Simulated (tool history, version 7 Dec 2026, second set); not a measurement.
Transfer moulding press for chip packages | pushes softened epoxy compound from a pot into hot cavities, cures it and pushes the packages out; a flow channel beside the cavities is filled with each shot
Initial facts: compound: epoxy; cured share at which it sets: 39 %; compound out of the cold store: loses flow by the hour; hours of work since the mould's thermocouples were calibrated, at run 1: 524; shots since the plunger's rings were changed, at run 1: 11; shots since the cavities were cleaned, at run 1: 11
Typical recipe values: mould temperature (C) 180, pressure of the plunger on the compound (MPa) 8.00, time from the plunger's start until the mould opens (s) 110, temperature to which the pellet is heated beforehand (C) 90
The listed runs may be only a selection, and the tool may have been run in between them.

run,day,mould temperature (C),pressure of the plunger on the compound (MPa),time from the plunger's start until the mould opens (s),temperature to which the pellet is heated beforehand (C),hours of work since the mould's thermocouples were calibrated,shots since the plunger's rings were changed,shots since the cavities were cleaned,incoming compound's hours out of the cold store,length that the compound runs in the flow channel (mm),greatest force on the pins that push the packages out (N)
1,0.000,180,8.00,110,90,524,11,11,38.0,490,429
2,1.475,180,8.00,110,85,539,253,253,33.8,503,566
3,3.117,180,7.02,110,90,555,524,524,41.5,451,681
4,5.179,180,6.92,110,90,576,863,863,24.7,480,775
# day 7.146: cavities cleaned with cleaning compound and waxed
5,7.767,180,8.00,110,90,601,1279,102,16.4,535,508
6,10.458,180,8.00,121,90,628,1722,545,24.1,510,642
7,13.129,180,8.00,121,90,655,2161,984,37.5,471,721
# day 14.204: cavities cleaned with cleaning compound and waxed
8,15.742,180,8.00,121,90,680,2581,253,29.9,488,541
9,18.450,180,8.00,121,90,708,3027,699,19.3,529,690
10,21.125,180,8.00,121,90,734,3467,1139,15.5,527,743
# day 21.412: cavities cleaned with cleaning compound and waxed
11,23.783,180,6.86,110,90,760,3894,390,22.1,468,658
# day 24.875: mould's thermocouples calibrated
12,25.921,180,6.86,110,90,10,4232,728,39.4,414,714
# day 28.558: cavities cleaned with cleaning compound and waxed
13,29.129,180,6.86,110,90,42,4750,94,47.2,389,487
# day 31.892: plunger's sealing rings changed
14,31.958,180,8.00,92,90,69,11,543,32.9,505,895
15,33.829,180,8.00,92,90,88,318,850,45.0,463,933
# day 35.704: cavities cleaned with cleaning compound and waxed
16,37.021,187,9.04,97,89,119,833,216,16.7,565,519
17,40.117,187,6.57,110,90,150,1343,726,29.4,445,641
18,42.146,187,9.10,110,90,171,1677,1060,39.6,484,676
# day 43.042: cavities cleaned with cleaning compound and waxed
19,45.200,187,9.10,110,90,201,2169,355,27.9,524,541
20,48.679,180,8.00,110,82,236,2742,928,18.0,525,765
# day 50.200: cavities cleaned with cleaning compound and waxed
21,51.679,180,8.00,146,82,265,3226,244,15.2,526,516
22,54.046,180,6.94,110,95,289,3616,634,23.2,450,742
23,55.646,173,6.57,142,80,305,3879,897,32.4,437,723
# day 57.246: cavities cleaned with cleaning compound and waxed
24,58.283,180,8.00,128,95,331,4303,171,46.8,435,475
25,61.908,180,8.00,128,95,367,4899,767,39.5,436,641
# day 63.775: plunger's sealing rings changed
# day 64.579: cavities cleaned with cleaning compound and waxed
26,65.554,180,8.00,128,95,402,283,161,17.2,552,462
27,69.092,180,8.00,128,95,437,865,743,25.2,517,646
28,71.446,179,8.22,129,93,461,1252,1130,40.0,477,728
# day 71.729: cavities cleaned with cleaning compound and waxed
29,74.488,178,6.60,141,94,491,1743,454,20.0,477,600

Below are 3 alternative next runs, each starting from the tool's condition after run 29. Predict each:
A,77.908,180,7.63,110,90,525,2306,1017,21.0,?,?
B,77.908,181,8.00,110,87,525,2306,1017,33.4,?,?
C,77.908,182,6.60,141,94,525,2306,1017,14.8,?,?

run,length that the compound runs in the flow channel (mm),greatest force on the pins that push the packages out (N)
A,504,795
B,477,775
C,485,703
The same runs, with their run-to-run variation unchanged, on a tool lacking any hidden condition would have given:
run,length that the compound runs in the flow channel (mm),greatest force on the pins that push the packages out (N)
A,525,405
B,497,400
C,505,370

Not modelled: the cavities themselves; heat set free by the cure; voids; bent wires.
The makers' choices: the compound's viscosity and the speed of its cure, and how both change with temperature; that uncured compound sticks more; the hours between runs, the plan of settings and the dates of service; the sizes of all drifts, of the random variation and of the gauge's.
